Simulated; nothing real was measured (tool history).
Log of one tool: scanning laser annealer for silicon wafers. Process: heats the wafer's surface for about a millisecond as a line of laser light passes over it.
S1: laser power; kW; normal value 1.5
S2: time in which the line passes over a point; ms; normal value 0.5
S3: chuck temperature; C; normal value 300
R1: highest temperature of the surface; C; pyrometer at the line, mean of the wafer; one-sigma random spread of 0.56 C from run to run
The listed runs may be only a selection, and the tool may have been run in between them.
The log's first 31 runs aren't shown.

| run | day | S1 | S2 | S3 | R1 |
|---|---|---|---|---|---|
| 32 | 30.108 | 1.468 | 0.47 | 272 | 958.2 |
| 33 | 31.1 | 1.582 | 0.601 | 281 | 1129.3 |
| 34 | 31.779 | 1.582 | 0.601 | 296 | 1144.3 |
| 35 | 32.483 | 1.506 | 0.601 | 285 | 1095.3 |
| 36 | 33.208 | 1.377 | 0.387 | 300 | 876.5 |
| 37 | 33.925 | 1.476 | 0.49 | 310 | 1014.8 |
| 38 | 35.117 | 1.365 | 0.5 | 278 | 942.2 |
|  | 35.804 | gauge calibrated |
| 39 | 36.321 | 1.5 | 0.5 | 266 | 996.2 |
| 40 | 37.075 | 1.5 | 0.5 | 266 | 995.8 |

Branching from run 40: 4 alternative next runs. What would each branch give?
| A | 38.004 | 1.504 | 0.517 | 300 | ? |
| B | 38.004 | 1.29 | 0.369 | 303 | ? |
| C | 38.004 | 1.5 | 0.5 | 288 | ? |
| D | 38.004 | 1.638 | 0.357 | 303 | ? |

| run | R1 |
|---|---|
| A | 1045.4 |
| B | 836.8 |
| C | 1018.9 |
| D | 951.1 |
The same runs, with their run-to-run variation unchanged, on a tool lacking any hidden condition would have given:
| run | R1 |
|---|---|
| A | 1046.1 |
| B | 837.5 |
| C | 1019.6 |
| D | 951.8 |
